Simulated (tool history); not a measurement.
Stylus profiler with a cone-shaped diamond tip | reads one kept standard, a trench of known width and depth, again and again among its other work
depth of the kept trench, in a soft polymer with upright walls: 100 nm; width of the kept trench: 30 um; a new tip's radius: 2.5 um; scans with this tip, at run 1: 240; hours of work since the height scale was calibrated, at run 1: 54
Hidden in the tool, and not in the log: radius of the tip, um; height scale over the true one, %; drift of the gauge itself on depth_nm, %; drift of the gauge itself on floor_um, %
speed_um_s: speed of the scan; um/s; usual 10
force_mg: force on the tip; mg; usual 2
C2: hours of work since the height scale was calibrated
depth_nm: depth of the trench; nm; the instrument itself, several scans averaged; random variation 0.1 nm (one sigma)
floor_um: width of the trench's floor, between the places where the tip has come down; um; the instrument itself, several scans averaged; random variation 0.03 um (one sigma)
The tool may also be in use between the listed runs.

run 1 day=0 | speed_um_s=10 force_mg=2 | scans_with_this_tip=240 C2=54 | depth_nm=101.05 floor_um=28.55
run 2 day=0.65 | speed_um_s=10 force_mg=2 | scans_with_this_tip=295 C2=66 | depth_nm=100.82 floor_um=28.54
run 3 day=1.038 | speed_um_s=2 force_mg=2 | scans_with_this_tip=327 C2=74 | depth_nm=100.97 floor_um=28.55
run 4 day=1.592 | speed_um_s=10 force_mg=2 | scans_with_this_tip=374 C2=84 | depth_nm=100.86 floor_um=28.45
run 5 day=2.375 | speed_um_s=10 force_mg=2 | scans_with_this_tip=440 C2=99 | depth_nm=101.11 floor_um=28.56
run 6 day=2.925 | speed_um_s=10 force_mg=2 | scans_with_this_tip=486 C2=109 | depth_nm=100.89 floor_um=28.51
run 7 day=3.629 | speed_um_s=10 force_mg=2 | scans_with_this_tip=545 C2=123 | depth_nm=100.88 floor_um=28.54
run 8 day=4.158 | speed_um_s=10 force_mg=2 | scans_with_this_tip=590 C2=133 | depth_nm=100.92 floor_um=28.54
run 9 day=4.658 | speed_um_s=10 force_mg=2 | scans_with_this_tip=632 C2=142 | depth_nm=101.12 floor_um=28.55
run 10 day=5.129 | speed_um_s=2 force_mg=2.84 | scans_with_this_tip=671 C2=151 | depth_nm=101.3 floor_um=28.63
run 11 day=5.971 | speed_um_s=5 force_mg=2.84 | scans_with_this_tip=742 C2=167 | depth_nm=101.28 floor_um=28.58
run 12 day=6.396 | speed_um_s=9 force_mg=1.34 | scans_with_this_tip=778 C2=175 | depth_nm=100.61 floor_um=28.54
run 13 day=6.933 | speed_um_s=9 force_mg=1.34 | scans_with_this_tip=823 C2=185 | depth_nm=100.74 floor_um=28.52
run 14 day=7.608 | speed_um_s=9 force_mg=1.34 | scans_with_this_tip=880 C2=198 | depth_nm=100.79 floor_um=28.49
run 15 day=8.312 | speed_um_s=9 force_mg=1.34 | scans_with_this_tip=939 C2=211 | depth_nm=100.75 floor_um=28.54
run 16 day=8.712 | speed_um_s=11 force_mg=1.41 | scans_with_this_tip=973 C2=219 | depth_nm=100.76 floor_um=28.53
run 17 day=9.558 | speed_um_s=26 force_mg=5.13 | scans_with_this_tip=1044 C2=235 | depth_nm=101.88 floor_um=28.5
run 18 day=10.158 | speed_um_s=9 force_mg=1.52 | scans_with_this_tip=1094 C2=246 | depth_nm=100.71 floor_um=28.53

Forecast each of these 4 alternatives for the next run:
run A day=10.808 | speed_um_s=20 force_mg=2.42 | scans_with_this_tip=1149 C2=259 | depth_nm=? floor_um=?
run B day=10.808 | speed_um_s=26 force_mg=0.92 | scans_with_this_tip=1149 C2=259 | depth_nm=? floor_um=?
run C day=10.808 | speed_um_s=2 force_mg=5.18 | scans_with_this_tip=1149 C2=259 | depth_nm=? floor_um=?
run D day=10.808 | speed_um_s=26 force_mg=1.12 | scans_with_this_tip=1149 C2=259 | depth_nm=? floor_um=?

run=A depth_nm=101.25 floor_um=28.49
run=B depth_nm=100.3 floor_um=28.39
run=C depth_nm=101.89 floor_um=28.56
run=D depth_nm=100.69 floor_um=28.39
Without the tool's hidden state the same runs would have given:
run=A depth_nm=101.25 floor_um=28.49
run=B depth_nm=100.3 floor_um=28.39
run=C depth_nm=101.89 floor_um=28.56
run=D depth_nm=100.69 floor_um=28.39

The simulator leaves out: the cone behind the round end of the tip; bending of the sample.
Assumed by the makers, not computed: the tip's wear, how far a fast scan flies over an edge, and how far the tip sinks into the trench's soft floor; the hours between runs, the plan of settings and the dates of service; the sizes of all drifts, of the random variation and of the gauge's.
